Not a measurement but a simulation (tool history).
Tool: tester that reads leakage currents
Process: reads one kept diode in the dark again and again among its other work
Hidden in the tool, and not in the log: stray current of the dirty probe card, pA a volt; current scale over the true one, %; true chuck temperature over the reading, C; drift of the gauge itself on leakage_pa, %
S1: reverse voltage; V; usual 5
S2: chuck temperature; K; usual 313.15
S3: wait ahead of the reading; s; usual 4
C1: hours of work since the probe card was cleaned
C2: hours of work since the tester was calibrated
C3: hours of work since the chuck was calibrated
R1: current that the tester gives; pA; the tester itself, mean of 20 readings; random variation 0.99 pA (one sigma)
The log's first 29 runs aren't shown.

{"run": 30, "hour": 1587.7, "S1": 5, "S2": 302.15, "S3": 4, "C1": 2788, "C2": 2788, "C3": 139, "R1": 104.47}
{"run": 31, "hour": 1618.7, "S1": 17.34, "S2": 324.15, "S3": 4.64, "C1": 2811, "C2": 2811, "C3": 163, "R1": 1167.13}
{"run": 32, "hour": 1660.3, "S1": 17.34, "S2": 324.15, "S3": 4.64, "C1": 2842, "C2": 2842, "C3": 194, "R1": 1167.28}
{"run": 33, "hour": 1727.8, "S1": 9.92, "S2": 323.15, "S3": 0.39, "C1": 2892, "C2": 2892, "C3": 244, "R1": 798.82}
{"run": 34, "hour": 1758.3, "S1": 9.92, "S2": 323.15, "S3": 0.39, "C1": 2915, "C2": 2915, "C3": 267, "R1": 792.46}
{"hour": 1809.1, "done": "chuck's temperature calibrated, once more"}
{"run": 35, "hour": 1827.5, "S1": 1.04, "S2": 298.15, "S3": 2.76, "C1": 2965, "C2": 2965, "C3": 14, "R1": 41.37}
{"run": 36, "hour": 1872.5, "S1": 3.42, "S2": 313.15, "S3": 4, "C1": 2999, "C2": 2999, "C3": 47, "R1": 267.01}
{"run": 37, "hour": 1928.3, "S1": 3.42, "S2": 313.15, "S3": 4, "C1": 3041, "C2": 3041, "C3": 89, "R1": 266.91}
{"run": 38, "hour": 1965.6, "S1": 3.42, "S2": 313.15, "S3": 4, "C1": 3069, "C2": 3069, "C3": 117, "R1": 266.02}
{"run": 39, "hour": 2030.6, "S1": 3.42, "S2": 313.15, "S3": 4, "C1": 3117, "C2": 3117, "C3": 166, "R1": 267}
{"run": 40, "hour": 2063.6, "S1": 4.1, "S2": 313.15, "S3": 4, "C1": 3142, "C2": 3142, "C3": 190, "R1": 293.94}

Forecast each of these 3 alternatives for the next run:
{"run": "A", "hour": 2099.8, "S1": 5, "S2": 313.15, "S3": 7.96, "C1": 3169, "C2": 3169, "C3": 217, "R1": "?"}
{"run": "B", "hour": 2099.8, "S1": 1.58, "S2": 294.15, "S3": 0.57, "C1": 3169, "C2": 3169, "C3": 217, "R1": "?"}
{"run": "C", "hour": 2099.8, "S1": 8.95, "S2": 313.15, "S3": 6.54, "C1": 3169, "C2": 3169, "C3": 217, "R1": "?"}

run=A R1=328.53
run=B R1=37
run=C R1=455.99
Without the tool's hidden state the same runs would have given:
run=A R1=331.25
run=B R1=37.17
run=C R1=459.29

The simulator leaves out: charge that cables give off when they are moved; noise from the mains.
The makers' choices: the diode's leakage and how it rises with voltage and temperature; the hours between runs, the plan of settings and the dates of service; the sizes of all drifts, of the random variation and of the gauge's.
